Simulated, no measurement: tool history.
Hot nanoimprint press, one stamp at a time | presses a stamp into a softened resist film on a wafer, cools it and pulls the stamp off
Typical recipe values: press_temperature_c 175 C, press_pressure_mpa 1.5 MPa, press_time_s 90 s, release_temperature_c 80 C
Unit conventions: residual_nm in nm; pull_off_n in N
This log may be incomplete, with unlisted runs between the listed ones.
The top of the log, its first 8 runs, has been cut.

run	day	press_temperature_c	press_pressure_mpa	press_time_s	release_temperature_c	residual_nm	pull_off_n
9	2.05	175	0.98	90	80	157.1	94
10	2.312	175	1.5	90	80	131.5	96
11	2.588	175	1.5	90	88	131.4	84
12	2.812	175	1.5	90	80	132	93
13	3.067	175	1.04	90	80	153	95
14	3.333	175	1.04	90	80	151.9	93
15	3.617	175	1.04	90	80	152.6	93
16	3.808	175	1.04	90	80	152.5	91
17	4.021	180	2.02	60	69	112.3	106
18	4.275	175	1.37	57	80	162.1	93
19	4.579	175	1.37	57	80	162	94
20	4.842	168	1.35	89	86	177.5	87
21	5.025	168	1.35	89	86	177.7	87
22	5.238	168	1.35	89	86	177.8	90
23	5.592	168	1.35	89	86	176.7	88
24	5.867	164	2.11	48	79	209.3	94
25	6.117	164	2.11	48	79	209.4	95
26	6.462	164	2.11	48	79	209.9	96
27	6.646	175	1.19	90	73	144.4	102
28	6.896	175	1.19	90	73	144.6	101
29	7.258	182	1.19	90	68	112.1	108
30	7.429	175	2.11	90	73	113.5	102
31	7.762	164	1.82	56	85	208.6	88

Below are 3 alternative next runs, each starting from the tool's condition after run 31. Predict each:
A	8.108	164	1.82	102	85	?	?
B	8.108	164	1.82	111	77	?	?
C	8.108	166	1.72	90	85	?	?

run	residual_nm	pull_off_n
A	176.3	88
B	171.3	97
C	174.4	89
Without the tool's unlogged condition, the same runs would have read:
run	residual_nm	pull_off_n
A	176.4	88
B	171.5	97
C	174.5	89
